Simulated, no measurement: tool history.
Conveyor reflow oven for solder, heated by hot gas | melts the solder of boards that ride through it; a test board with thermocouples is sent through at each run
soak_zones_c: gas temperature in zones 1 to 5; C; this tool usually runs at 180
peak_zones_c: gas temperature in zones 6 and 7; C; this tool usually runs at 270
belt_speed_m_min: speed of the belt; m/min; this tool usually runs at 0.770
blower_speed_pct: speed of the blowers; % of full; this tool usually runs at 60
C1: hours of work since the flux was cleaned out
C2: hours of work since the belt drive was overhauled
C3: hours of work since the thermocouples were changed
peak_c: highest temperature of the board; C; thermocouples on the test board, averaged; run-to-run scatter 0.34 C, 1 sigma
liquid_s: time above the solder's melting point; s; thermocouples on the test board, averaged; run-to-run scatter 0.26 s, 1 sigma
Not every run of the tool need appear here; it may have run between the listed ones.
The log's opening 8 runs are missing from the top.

{"run": 9, "day": 5.533, "soak_zones_c": 180, "peak_zones_c": 270, "belt_speed_m_min": 0.868, "blower_speed_pct": 60, "C1": 9, "C2": 487, "C3": 426, "peak_c": 244.2, "liquid_s": 31.5}
{"run": 10, "day": 6.383, "soak_zones_c": 180, "peak_zones_c": 259, "belt_speed_m_min": 0.868, "blower_speed_pct": 60, "C1": 20, "C2": 498, "C3": 437, "peak_c": 235.9, "liquid_s": 26.0}
{"run": 11, "day": 7.104, "soak_zones_c": 180, "peak_zones_c": 259, "belt_speed_m_min": 0.868, "blower_speed_pct": 60, "C1": 28, "C2": 507, "C3": 446, "peak_c": 235.8, "liquid_s": 25.4}
{"run": 12, "day": 7.638, "soak_zones_c": 180, "peak_zones_c": 259, "belt_speed_m_min": 0.868, "blower_speed_pct": 60, "C1": 35, "C2": 513, "C3": 452, "peak_c": 235.1, "liquid_s": 25.4}
{"run": 13, "day": 8.325, "soak_zones_c": 180, "peak_zones_c": 259, "belt_speed_m_min": 0.868, "blower_speed_pct": 60, "C1": 44, "C2": 522, "C3": 461, "peak_c": 235.4, "liquid_s": 25.7}
{"run": 14, "day": 8.988, "soak_zones_c": 180, "peak_zones_c": 270, "belt_speed_m_min": 0.77, "blower_speed_pct": 60, "C1": 52, "C2": 530, "C3": 469, "peak_c": 248.2, "liquid_s": 39.3}
{"run": 15, "day": 9.458, "soak_zones_c": 180, "peak_zones_c": 270, "belt_speed_m_min": 0.77, "blower_speed_pct": 60, "C1": 58, "C2": 536, "C3": 475, "peak_c": 247.7, "liquid_s": 39.4}
{"run": 16, "day": 10.304, "soak_zones_c": 180, "peak_zones_c": 270, "belt_speed_m_min": 0.77, "blower_speed_pct": 60, "C1": 68, "C2": 546, "C3": 485, "peak_c": 248.4, "liquid_s": 39.5}
{"run": 17, "day": 11.121, "soak_zones_c": 180, "peak_zones_c": 281, "belt_speed_m_min": 0.77, "blower_speed_pct": 60, "C1": 78, "C2": 557, "C3": 495, "peak_c": 256.4, "liquid_s": 43.8}
{"run": 18, "day": 11.717, "soak_zones_c": 188, "peak_zones_c": 270, "belt_speed_m_min": 0.883, "blower_speed_pct": 60, "C1": 86, "C2": 564, "C3": 503, "peak_c": 244.8, "liquid_s": 33.7}
{"run": 19, "day": 12.483, "soak_zones_c": 186, "peak_zones_c": 269, "belt_speed_m_min": 0.767, "blower_speed_pct": 76, "C1": 95, "C2": 573, "C3": 512, "peak_c": 251.1, "liquid_s": 43.7}
{"run": 20, "day": 13.017, "soak_zones_c": 186, "peak_zones_c": 268, "belt_speed_m_min": 0.874, "blower_speed_pct": 60, "C1": 102, "C2": 580, "C3": 519, "peak_c": 242.4, "liquid_s": 32.2}
{"run": 21, "day": 13.55, "soak_zones_c": 177, "peak_zones_c": 270, "belt_speed_m_min": 0.77, "blower_speed_pct": 60, "C1": 108, "C2": 587, "C3": 526, "peak_c": 246.3, "liquid_s": 37.6}
{"run": 22, "day": 14.188, "soak_zones_c": 186, "peak_zones_c": 270, "belt_speed_m_min": 0.632, "blower_speed_pct": 55, "C1": 116, "C2": 595, "C3": 533, "peak_c": 254.5, "liquid_s": 55.2}
{"run": 23, "day": 14.788, "soak_zones_c": 186, "peak_zones_c": 270, "belt_speed_m_min": 0.632, "blower_speed_pct": 55, "C1": 124, "C2": 602, "C3": 541, "peak_c": 254.0, "liquid_s": 55.2}
{"run": 24, "day": 15.658, "soak_zones_c": 186, "peak_zones_c": 270, "belt_speed_m_min": 0.632, "blower_speed_pct": 55, "C1": 135, "C2": 613, "C3": 552, "peak_c": 253.2, "liquid_s": 55.2}
{"run": 25, "day": 16.196, "soak_zones_c": 182, "peak_zones_c": 260, "belt_speed_m_min": 0.632, "blower_speed_pct": 55, "C1": 141, "C2": 619, "C3": 558, "peak_c": 243.8, "liquid_s": 47.5}

Estimate the outcome of run 26 from the log above:
{"run": 26, "day": 16.638, "soak_zones_c": 182, "peak_zones_c": 274, "belt_speed_m_min": 0.632, "blower_speed_pct": 55, "C1": 147, "C2": 625, "C3": 564, "peak_c": "?", "liquid_s": "?"}

Run 26 came out at peak_c 256.0 C, liquid_s 54.7 s.
Minus the tool's unlogged condition, the same run would have read peak_c 258.7 C, liquid_s 55.7 s.
